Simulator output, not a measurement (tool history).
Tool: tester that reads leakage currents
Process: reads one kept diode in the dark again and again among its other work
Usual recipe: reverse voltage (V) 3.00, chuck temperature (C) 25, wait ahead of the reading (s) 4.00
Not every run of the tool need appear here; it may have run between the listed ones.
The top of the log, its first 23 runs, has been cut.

| run | hour | reverse voltage (V) | chuck temperature (C) | wait ahead of the reading (s) | current that the tester gives (pA) |
|---|---|---|---|---|---|
| 24 | 1821.8 | 2.99 | 48 | 6.34 | 769.60 |
|  | 1925.1 | probe card cleaned and baked |
| 25 | 1925.1 | 2.99 | 48 | 6.34 | 756.93 |
| 26 | 1973.7 | 3.00 | 25 | 0.52 | 142.60 |
| 27 | 2035.6 | 2.75 | 25 | 0.40 | 136.00 |
| 28 | 2126.4 | 2.75 | 25 | 0.40 | 135.50 |
| 29 | 2193.5 | 9.16 | 43 | 2.59 | 940.99 |
| 30 | 2257.0 | 9.16 | 43 | 2.59 | 942.31 |
| 31 | 2309.5 | 9.16 | 43 | 5.71 | 947.02 |
| 32 | 2374.5 | 3.00 | 25 | 2.63 | 139.22 |
| 33 | 2418.9 | 1.74 | 31 | 0.64 | 167.76 |

Branching from run 33: 4 alternative next runs. What would each branch give?
| A | 2498.8 | 2.95 | 31 | 2.85 | ? |
| B | 2498.8 | 1.27 | 33 | 2.21 | ? |
| C | 2498.8 | 12.85 | 31 | 0.64 | ? |
| D | 2498.8 | 3.00 | 35 | 4.00 | ? |

| run | current that the tester gives (pA) |
|---|---|
| A | 218.58 |
| B | 165.03 |
| C | 473.62 |
| D | 297.21 |
Had the tool no hidden state, the same runs would have come out as:
| run | current that the tester gives (pA) |
|---|---|
| A | 236.20 |
| B | 178.84 |
| C | 506.21 |
| D | 321.12 |
